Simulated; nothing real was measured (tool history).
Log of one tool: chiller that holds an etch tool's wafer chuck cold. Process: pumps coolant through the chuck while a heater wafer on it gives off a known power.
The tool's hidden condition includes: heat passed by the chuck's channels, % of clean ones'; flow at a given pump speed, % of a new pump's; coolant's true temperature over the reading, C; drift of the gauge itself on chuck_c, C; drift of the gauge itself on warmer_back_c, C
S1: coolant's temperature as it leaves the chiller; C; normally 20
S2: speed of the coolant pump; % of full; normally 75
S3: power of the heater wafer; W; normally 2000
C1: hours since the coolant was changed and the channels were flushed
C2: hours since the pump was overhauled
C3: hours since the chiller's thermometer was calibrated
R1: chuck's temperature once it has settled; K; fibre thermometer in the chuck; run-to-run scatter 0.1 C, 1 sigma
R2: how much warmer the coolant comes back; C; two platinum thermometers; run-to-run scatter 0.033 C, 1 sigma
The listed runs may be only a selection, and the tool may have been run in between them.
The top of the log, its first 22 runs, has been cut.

run 23 day=29.038 | S1=15 S2=75 S3=2149 | C1=7199 C2=2268 C3=200 | R1=304.55 R2=5
run 24 day=30.467 | S1=11 S2=75 S3=2149 | C1=7234 C2=2303 C3=235 | R1=300.45 R2=4.94
-- day=31.546 chiller's thermometer calibrated, once more
run 25 day=31.725 | S1=14 S2=78 S3=1424 | C1=7263 C2=2332 C3=4 | R1=297.65 R2=3.16
run 26 day=33.346 | S1=26 S2=75 S3=2000 | C1=7302 C2=2371 C3=43 | R1=314.75 R2=4.67
run 27 day=34.858 | S1=26 S2=86 S3=1297 | C1=7338 C2=2407 C3=79 | R1=308.15 R2=2.55
run 28 day=36.071 | S1=20 S2=74 S3=1706 | C1=7367 C2=2436 C3=109 | R1=306.55 R2=3.98
run 29 day=37.062 | S1=12 S2=79 S3=2000 | C1=7391 C2=2460 C3=132 | R1=299.95 R2=4.35
run 30 day=38.025 | S1=28 S2=75 S3=1629 | C1=7414 C2=2483 C3=156 | R1=313.75 R2=3.76
run 31 day=39.004 | S1=27 S2=67 S3=2307 | C1=7438 C2=2506 C3=179 | R1=319.55 R2=6.05

4 options for the next run, each taken on its own from the tool as it stands now. Forecast them:
run A day=40.433 | S1=20 S2=98 S3=2000 | C1=7472 C2=2541 C3=213 | R1=? R2=?
run B day=40.433 | S1=13 S2=99 S3=2426 | C1=7472 C2=2541 C3=213 | R1=? R2=?
run C day=40.433 | S1=27 S2=71 S3=1255 | C1=7472 C2=2541 C3=213 | R1=? R2=?
run D day=40.433 | S1=27 S2=95 S3=2706 | C1=7472 C2=2541 C3=213 | R1=? R2=?

run=A R1=305.45 R2=3.46
run=B R1=301.15 R2=4.13
run=C R1=310.25 R2=3.16
run=D R1=317.45 R2=4.8
Stripped of hidden state, with their random variation kept, the same runs would have yielded:
run=A R1=304.25 R2=3.37
run=B R1=299.75 R2=4.03
run=C R1=309.25 R2=3.08
run=D R1=315.85 R2=4.68
